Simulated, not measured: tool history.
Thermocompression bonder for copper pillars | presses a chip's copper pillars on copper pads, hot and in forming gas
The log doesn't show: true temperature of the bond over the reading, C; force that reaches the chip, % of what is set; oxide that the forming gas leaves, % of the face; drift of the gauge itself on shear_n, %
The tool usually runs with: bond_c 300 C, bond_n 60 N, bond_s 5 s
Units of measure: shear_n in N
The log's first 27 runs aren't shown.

run    hour  bond_c  bond_n  bond_s  hours of work since the heater was calibrated  hours of work since the force cell was calibrated  hours of work since the gas filter was changed  shear_n
 28  1680.7     272      45       4                                           1398                                                172                                             257     30.5
 29  1722.4     272      45       4                                           1428                                                203                                             288     31.3
 30  1773.1     300      51       5                                           1466                                                240                                             326       50
     1788.6  -- heater calibrated with a thermocouple chip
 31  1854.6     302      79       3                                             49                                                299                                             384     53.3
 32  1894.4     315      47       5                                             78                                                328                                             413     47.7
     1921.5  -- forming gas filter changed
 33  1957.6     315      47       4                                            124                                                374                                              27     46.3
 34  2004.9     310      44       4                                            159                                                409                                              61     42.7
 35  2044.4     300      51       4                                            188                                                438                                              91     43.6
 36  2103.7     291      53       6                                            232                                                482                                             134     46.2
 37  2161.4     295      40       3                                            274                                                525                                             177     29.5
 38    2202     285      40       3                                            304                                                554                                             207     25.6
 39  2264.9     285      40       3                                            351                                                601                                             253     25.9

Forecast each of these 4 alternatives for the next run:
  A  2312.6     275      40       5                                            386                                                636                                             288        ?
  B  2312.6     278      78      10                                            386                                                636                                             288        ?
  C  2312.6     283      75       9                                            386                                                636                                             288        ?
  D  2312.6     312      61       4                                            386                                                636                                             288        ?

run  shear_n
  A     27.6
  B       61
  C     59.9
  D     53.6
What these runs would have given with no unlogged condition in the tool:
run  shear_n
  A     28.2
  B     63.2
  C       62
  D     55.5

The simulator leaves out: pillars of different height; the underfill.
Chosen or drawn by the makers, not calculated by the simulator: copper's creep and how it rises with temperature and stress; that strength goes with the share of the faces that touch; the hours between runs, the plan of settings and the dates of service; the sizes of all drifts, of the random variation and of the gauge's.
